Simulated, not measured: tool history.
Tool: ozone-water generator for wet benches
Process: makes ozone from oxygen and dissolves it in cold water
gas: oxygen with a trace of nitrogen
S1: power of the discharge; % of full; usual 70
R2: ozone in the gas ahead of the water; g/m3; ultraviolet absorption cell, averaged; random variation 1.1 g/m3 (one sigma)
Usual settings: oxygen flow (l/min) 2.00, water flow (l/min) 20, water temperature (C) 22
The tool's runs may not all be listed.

{"run": 1, "hour": 0.0, "S1": 70, "oxygen flow (l/min)": 2.0, "water flow (l/min)": 20, "water temperature (C)": 22, "dissolved ozone (ppm)": 8.3, "R2": 194.4}
{"run": 2, "hour": 109.2, "S1": 70, "oxygen flow (l/min)": 2.0, "water flow (l/min)": 20, "water temperature (C)": 22, "dissolved ozone (ppm)": 8.3, "R2": 192.4}
{"run": 3, "hour": 267.5, "S1": 70, "oxygen flow (l/min)": 2.0, "water flow (l/min)": 20, "water temperature (C)": 22, "dissolved ozone (ppm)": 8.3, "R2": 194.5}
{"run": 4, "hour": 412.4, "S1": 70, "oxygen flow (l/min)": 2.0, "water flow (l/min)": 20, "water temperature (C)": 22, "dissolved ozone (ppm)": 8.3, "R2": 191.4}
{"run": 5, "hour": 495.6, "S1": 70, "oxygen flow (l/min)": 2.0, "water flow (l/min)": 20, "water temperature (C)": 22, "dissolved ozone (ppm)": 8.2, "R2": 193.1}
{"run": 6, "hour": 585.0, "S1": 70, "oxygen flow (l/min)": 1.04, "water flow (l/min)": 20, "water temperature (C)": 22, "dissolved ozone (ppm)": 6.6, "R2": 258.0}
{"hour": 597.5, "done": "contactor cleaned"}
{"run": 7, "hour": 776.3, "S1": 70, "oxygen flow (l/min)": 2.0, "water flow (l/min)": 20, "water temperature (C)": 19, "dissolved ozone (ppm)": 7.9, "R2": 192.1}
{"run": 8, "hour": 890.4, "S1": 70, "oxygen flow (l/min)": 1.35, "water flow (l/min)": 14, "water temperature (C)": 18, "dissolved ozone (ppm)": 10.7, "R2": 230.4}
{"hour": 1014.7, "done": "contactor cleaned, once more"}
{"run": 9, "hour": 1048.4, "S1": 70, "oxygen flow (l/min)": 2.98, "water flow (l/min)": 20, "water temperature (C)": 22, "dissolved ozone (ppm)": 9.4, "R2": 162.2}
{"run": 10, "hour": 1182.6, "S1": 54, "oxygen flow (l/min)": 3.33, "water flow (l/min)": 25, "water temperature (C)": 15, "dissolved ozone (ppm)": 7.1, "R2": 133.9}
{"run": 11, "hour": 1367.0, "S1": 54, "oxygen flow (l/min)": 3.33, "water flow (l/min)": 25, "water temperature (C)": 15, "dissolved ozone (ppm)": 7.0, "R2": 133.1}

Run 12 comes next. What will it give?
{"run": 12, "hour": 1498.1, "S1": 54, "oxygen flow (l/min)": 3.33, "water flow (l/min)": 25, "water temperature (C)": 15, "dissolved ozone (ppm)": "?", "R2": "?"}

Run 12 gave dissolved ozone (ppm) 7.3, R2 133.8 g/m3.
Without the tool's hidden state the same run would have given dissolved ozone (ppm) 7.7, R2 139.8 g/m3.
